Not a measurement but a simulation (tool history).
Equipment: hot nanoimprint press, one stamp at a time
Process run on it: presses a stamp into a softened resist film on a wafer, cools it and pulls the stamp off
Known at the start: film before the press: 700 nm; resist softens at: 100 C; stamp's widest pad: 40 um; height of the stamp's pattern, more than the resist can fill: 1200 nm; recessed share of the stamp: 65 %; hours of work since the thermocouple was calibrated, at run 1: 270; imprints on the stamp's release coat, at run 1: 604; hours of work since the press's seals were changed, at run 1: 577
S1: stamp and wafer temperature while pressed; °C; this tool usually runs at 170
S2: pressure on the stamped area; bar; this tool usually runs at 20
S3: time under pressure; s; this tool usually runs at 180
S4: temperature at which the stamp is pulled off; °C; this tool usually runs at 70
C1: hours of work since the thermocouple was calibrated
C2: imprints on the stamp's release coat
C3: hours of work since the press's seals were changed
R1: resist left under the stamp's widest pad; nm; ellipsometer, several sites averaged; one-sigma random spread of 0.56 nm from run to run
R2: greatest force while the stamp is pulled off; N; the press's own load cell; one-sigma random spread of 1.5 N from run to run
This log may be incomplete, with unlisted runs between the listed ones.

run,day,S1,S2,S3,S4,C1,C2,C3,R1,R2
1,0,170,20,180,70,270,604,577,264.3,130
# day 2.083: stamp cleaned and given a new release coat
# day 2.517: plate thermocouple calibrated
2,3.55,170,20,180,65,10,92,608,254.5,114
3,5.312,170,20,180,65,28,214,626,255.1,121
4,6.958,170,20,180,65,44,327,642,255.5,126
5,9.983,170,20,180,65,75,535,673,255.5,135
6,11.371,170,20,180,70,88,631,687,256.2,130
# day 12.992: stamp cleaned and given a new release coat
7,13.221,170,20,180,70,104,16,702,257,107
8,14.633,170,20,180,70,119,113,717,256.4,110
9,17.483,170,20,180,70,147,309,745,258.1,119
10,20.362,170,20,180,72,176,508,774,259.7,124
11,23.275,170,20,180,72,205,708,803,260,136
# day 23.708: stamp cleaned and given a new release coat
12,25.217,170,20,180,72,222,103,820,260.7,110
13,28.071,170,20,180,59,250,300,848,260.4,128
14,31.275,170,20,180,59,282,521,880,262.4,140
# day 32.1: plate thermocouple calibrated
# day 32.883: press's hydraulic seals changed and the load cell set to zero
15,34.362,170,20,234,66,19,702,15,224.4,138
# day 35.021: stamp cleaned and given a new release coat
16,36.967,170,20,234,66,43,134,38,224.2,116
17,39.054,170,20,234,66,64,277,59,224.7,119
18,40.454,174,31.7,154,63,78,374,73,186.5,130
19,43,179,20,179,70,103,549,99,179.1,128
20,44.604,160,20,205,62,119,659,115,361.5,142
# day 45.871: stamp cleaned and given a new release coat
21,47.904,171,20,180,66,150,139,145,244,116
22,51.167,171,20,180,66,182,364,178,246.4,123
23,53.617,171,20,180,66,207,533,202,246.4,133
24,55.671,170,28.6,180,59,227,674,223,218.5,143
# day 56.583: stamp cleaned and given a new release coat
25,58.762,170,28.6,180,59,256,150,251,219.8,123
26,61.421,161,20,180,70,282,333,278,370.4,120

The next listed run, before its measurement:
# day 62.246: plate thermocouple calibrated
27,62.942,161,20,180,70,7,429,292,?,?

Run 27 produced R1 361.4 nm, R2 127 N.
Without the tool's hidden state the same run would have given R1 360.6 nm, R2 110 N.
